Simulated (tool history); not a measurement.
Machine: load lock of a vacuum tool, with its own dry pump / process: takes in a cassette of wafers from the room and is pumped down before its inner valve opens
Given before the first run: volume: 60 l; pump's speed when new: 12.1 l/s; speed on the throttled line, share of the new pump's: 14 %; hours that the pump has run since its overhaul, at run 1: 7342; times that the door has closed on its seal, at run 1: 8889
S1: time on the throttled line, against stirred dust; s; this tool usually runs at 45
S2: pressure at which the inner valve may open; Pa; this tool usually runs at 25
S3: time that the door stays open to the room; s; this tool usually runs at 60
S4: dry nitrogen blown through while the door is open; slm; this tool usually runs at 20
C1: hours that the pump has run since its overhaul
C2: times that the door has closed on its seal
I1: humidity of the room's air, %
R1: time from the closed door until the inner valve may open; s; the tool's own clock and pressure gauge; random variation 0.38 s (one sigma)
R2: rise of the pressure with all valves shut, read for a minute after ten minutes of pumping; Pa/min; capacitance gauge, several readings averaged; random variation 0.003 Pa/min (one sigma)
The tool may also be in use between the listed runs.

Run 1, day 0: usual settings; C1 7342; C2 8889; I1 45.4. Result: R1 83.6 s, R2 0.053 Pa/min.
Run 2, day 2.75: usual settings; C1 7408; C2 9045; I1 44.1. Result: R1 83.8 s, R2 0.052 Pa/min.
Run 3, day 5.875: usual settings; C1 7483; C2 9222; I1 42.4. Result: R1 83.3 s, R2 0.059 Pa/min.
Run 4, day 10.292: usual settings; C1 7589; C2 9473; I1 47.6. Result: R1 84.3 s, R2 0.057 Pa/min.
Run 5, day 12.742: usual settings; C1 7648; C2 9612; I1 48.3. Result: R1 83.5 s, R2 0.054 Pa/min.
Run 6, day 17.158: usual settings; C1 7754; C2 9862; I1 44. Result: R1 83.5 s, R2 0.052 Pa/min.
Run 7, day 20.175: usual settings; C1 7826; C2 10033; I1 47.6. Result: R1 84.5 s, R2 0.057 Pa/min.
Run 8, day 23.904: usual settings but S1 57 s; C1 7916; C2 10244; I1 42.4. Result: R1 93.9 s, R2 0.058 Pa/min.
Run 9, day 27.792: usual settings but S1 57 s; C1 8009; C2 10465; I1 43.4. Result: R1 94 s, R2 0.062 Pa/min.
Run 10, day 31.762: usual settings; C1 8104; C2 10690; I1 47.1. Result: R1 83.6 s, R2 0.054 Pa/min.
Run 11, day 34.292: usual settings; C1 8165; C2 10834; I1 45.8. Result: R1 84.2 s, R2 0.058 Pa/min.
Run 12, day 38.771: usual settings but S2 29 Pa; C1 8273; C2 11087; I1 45.2. Result: R1 82.7 s, R2 0.055 Pa/min.
Run 13, day 41.483: usual settings but S1 36 s; C1 8338; C2 11241; I1 42.7. Result: R1 76.4 s, R2 0.067 Pa/min.
Run 14, day 43.65: usual settings but S1 36 s; C1 8390; C2 11364; I1 45.3. Result: R1 76.7 s, R2 0.065 Pa/min.
Run 15, day 47.262: usual settings but S4 5 slm; C1 8476; C2 11569; I1 46.6. Result: R1 85.2 s, R2 0.075 Pa/min.
Run 16, day 51.667: usual settings but S4 5 slm; C1 8582; C2 11819; I1 40.4. Result: R1 84.4 s, R2 0.073 Pa/min.
Run 17, day 56.012: usual settings but S4 5 slm; C1 8686; C2 12065; I1 45.7. Result: R1 84.3 s, R2 0.076 Pa/min.

Predict the results of run 18:
Run 18, day 58: usual settings but S3 141 s, S4 5 slm; C1 8734; C2 12178; I1 44.2. Result: R1 ?, R2 ?.

For run 18 the tool returned R1 84.5 s, R2 0.083 Pa/min.
If the tool had no hidden condition, the same run with the same run-to-run variation would have returned R1 80.4 s, R2 0.036 Pa/min.
